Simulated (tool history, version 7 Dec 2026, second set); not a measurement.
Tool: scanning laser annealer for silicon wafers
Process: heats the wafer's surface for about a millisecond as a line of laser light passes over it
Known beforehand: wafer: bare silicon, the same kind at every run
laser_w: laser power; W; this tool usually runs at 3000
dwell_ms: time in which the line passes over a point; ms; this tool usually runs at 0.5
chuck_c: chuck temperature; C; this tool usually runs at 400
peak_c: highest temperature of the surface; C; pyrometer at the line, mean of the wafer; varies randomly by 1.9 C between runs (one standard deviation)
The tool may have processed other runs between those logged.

run   hour  laser_w  dwell_ms  chuck_c  peak_c
  1      0     3000       0.5      400    1124
  2   22.1     3000       0.5      389    1114
  3   36.4     2662       0.5      400    1017
  4   52.3     3000       0.5      400    1124
  5     67     3000       0.5      400    1122
      79.5  -- window over the wafer cleaned
  6   84.8     3000     0.508      400    1130
  7  100.7     2816     0.508      400    1072
  8  112.8     2895       0.5      400    1093
  9  131.6     2895       0.5      400    1093
 10  140.9     2895       0.5      400    1095
 11  163.7     2895       0.5      400    1096
 12  174.2     3000       0.5      400    1125
 13  187.7     3000       0.5      400    1125
 14    202     3000       0.5      400    1126
 15  219.6     2801     0.361      417     992
 16  242.1     2567      0.47      389     965
 17  254.1     2567     0.364      389     901
 18    266     2981     0.618      415    1203
 19  284.7     3045     0.399      389    1061
 20  297.3     3045     0.399      389    1056
 21  307.6     3000     0.513      383    1116
 22  330.1     3000     0.513      383    1118
 23  341.7     3000     0.513      383    1119
 24  354.8     3285     0.508      379    1205
 25  373.6     2812       0.5      400    1066
 26  392.3     2812       0.5      400    1064
 27  410.4     2720     0.546      400    1064

Run 28 comes next. What will it give?
 28  424.2     3000     0.515      438       ?

peak_c: 1172 C
With no hidden state in the tool, this same run would have given peak_c 1173 C.

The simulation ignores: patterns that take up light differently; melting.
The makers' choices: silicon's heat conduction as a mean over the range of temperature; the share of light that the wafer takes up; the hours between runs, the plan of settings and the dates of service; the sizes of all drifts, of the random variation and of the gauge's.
